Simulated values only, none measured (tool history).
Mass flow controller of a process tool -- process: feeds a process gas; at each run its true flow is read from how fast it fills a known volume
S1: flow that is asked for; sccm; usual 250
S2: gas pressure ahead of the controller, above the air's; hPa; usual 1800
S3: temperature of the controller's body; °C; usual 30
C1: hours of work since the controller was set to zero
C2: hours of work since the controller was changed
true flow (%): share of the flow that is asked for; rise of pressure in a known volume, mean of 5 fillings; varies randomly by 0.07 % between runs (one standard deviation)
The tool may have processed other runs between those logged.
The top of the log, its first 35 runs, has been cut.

Run 36, hour 2172.1: usual settings but S2 1890 hPa, S3 32 °C; C1 2028; C2 2028. Result: true flow (%) 99.44.
Run 37, hour 2215.1: usual settings but S2 2660 hPa, S3 21 °C; C1 2056; C2 2056. Result: true flow (%) 100.63.
Run 38, hour 2259.7: usual settings but S1 231 sccm, S2 2660 hPa, S3 34 °C; C1 2086; C2 2086. Result: true flow (%) 99.48.
Run 39, hour 2297.0: usual settings but S1 400 sccm, S2 1570 hPa; C1 2111; C2 2111. Result: true flow (%) 99.47.
Run 40, hour 2336.1: usual settings but S1 400 sccm, S2 1570 hPa; C1 2137; C2 2137. Result: true flow (%) 99.50.
Run 41, hour 2371.1: usual settings but S1 400 sccm, S2 1570 hPa; C1 2160; C2 2160. Result: true flow (%) 99.50.
Run 42, hour 2425.8: usual settings but S1 83 sccm; C1 2197; C2 2197. Result: true flow (%) 100.82.
Run 43, hour 2507.2: usual settings but S1 83 sccm, S2 1420 hPa; C1 2251; C2 2251. Result: true flow (%) 100.63.
Run 44, hour 2562.1: usual settings but S1 83 sccm, S2 1770 hPa, S3 23 °C; C1 2287; C2 2287. Result: true flow (%) 101.31.

Below are 5 alternative next runs, each starting from the tool's condition after run 44. Predict each:
Run A, hour 2610.9: usual settings but S1 211 sccm, S2 2670 hPa, S3 23 °C; C1 2320; C2 2320. Result: true flow (%) ?.
Run B, hour 2610.9: usual settings but S1 194 sccm, S2 1820 hPa, S3 39 °C; C1 2320; C2 2320. Result: true flow (%) ?.
Run C, hour 2610.9: usual settings but S1 468 sccm, S2 1770 hPa, S3 35 °C; C1 2320; C2 2320. Result: true flow (%) ?.
Run D, hour 2610.9: usual settings but S2 1460 hPa; C1 2320; C2 2320. Result: true flow (%) ?.
Run E, hour 2610.9: usual settings but S1 425 sccm, S3 25 °C; C1 2320; C2 2320. Result: true flow (%) ?.

run  true flow (%)
  A         100.44
  B          98.94
  C          99.09
  D          99.45
  E          99.84
What these runs would have given with no unlogged condition in the tool:
run  true flow (%)
  A          99.89
  B          98.31
  C          99.02
  D          99.03
  E          99.72

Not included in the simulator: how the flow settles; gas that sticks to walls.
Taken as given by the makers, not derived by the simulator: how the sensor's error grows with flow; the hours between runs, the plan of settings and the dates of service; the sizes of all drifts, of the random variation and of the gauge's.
